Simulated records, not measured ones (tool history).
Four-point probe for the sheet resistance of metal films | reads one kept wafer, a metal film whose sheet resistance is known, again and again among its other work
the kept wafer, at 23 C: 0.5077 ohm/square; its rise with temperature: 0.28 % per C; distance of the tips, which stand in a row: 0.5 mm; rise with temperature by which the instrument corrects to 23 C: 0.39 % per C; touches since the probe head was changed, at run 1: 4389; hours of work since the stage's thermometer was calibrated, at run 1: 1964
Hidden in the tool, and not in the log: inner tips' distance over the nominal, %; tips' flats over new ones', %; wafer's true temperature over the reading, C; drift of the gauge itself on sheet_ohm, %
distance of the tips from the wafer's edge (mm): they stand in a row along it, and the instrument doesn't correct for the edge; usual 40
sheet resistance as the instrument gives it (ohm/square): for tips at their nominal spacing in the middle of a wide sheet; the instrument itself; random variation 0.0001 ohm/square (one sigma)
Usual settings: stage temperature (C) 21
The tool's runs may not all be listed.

run	day	stage temperature (C)	distance of the tips from the wafer's edge (mm)	touches since the probe head was changed	hours of work since the stage's thermometer was calibrated	sheet resistance as the instrument gives it (ohm/square)
1	0	21	40	4389	1964	0.509011
2	3.071	27	40	7610	2017	0.505475
3	5.538	27	40	10192	2060	0.505667
4	8.479	21	40	13277	2112	0.508834
5	10.054	21	40	14931	2139	0.508937
6	12.912	21	40	17927	2189	0.508727
7	15.446	21	40	20579	2233	0.50878
8	17.967	21	40	23224	2277	0.509022
9	20.967	20	40	26371	2330	0.509643
10	22.45	20	40	27924	2355	0.509493
11	24.146	24	40	29702	2385	0.50714
12	26.117	21	12	31767	2419	0.509214
13	28.429	21	12	34193	2460	0.509228
14	29.904	21	12	35737	2486	0.50926
15	31.996	23	12	37930	2522	0.508238
16	34.221	26	26	40264	2561	0.50611
17	36.654	26	26	42816	2603	0.506112
18	38.621	26	26	44877	2638	0.506021
19	40.396	20	30	46736	2669	0.509463
20	43.238	20	30	49714	2718	0.509545
# day 45.362: stage's thermometer calibrated
21	46.354	22	71	52962	17	0.508357
22	47.808	26	16	54485	43	0.506244
23	49.304	28	16	56056	69	0.505372
24	51.838	25	59	58711	113	0.50663
25	54.371	34	34	61364	157	0.50188
26	57.462	34	34	64605	211	0.501905
27	59.912	32	12	67177	254	0.503566

3 ways to go on from here, each from the tool as it stands after run 27. What would each give?
A	62.15	27	43	69521	293	?
B	62.15	26	5	69521	293	?
C	62.15	21	9	69521	293	?

run	sheet resistance as the instrument gives it (ohm/square)
A	0.505542
B	0.508824
C	0.509732
Without the tool's hidden state the same runs would have given:
run	sheet resistance as the instrument gives it (ohm/square)
A	0.505513
B	0.508795
C	0.509704
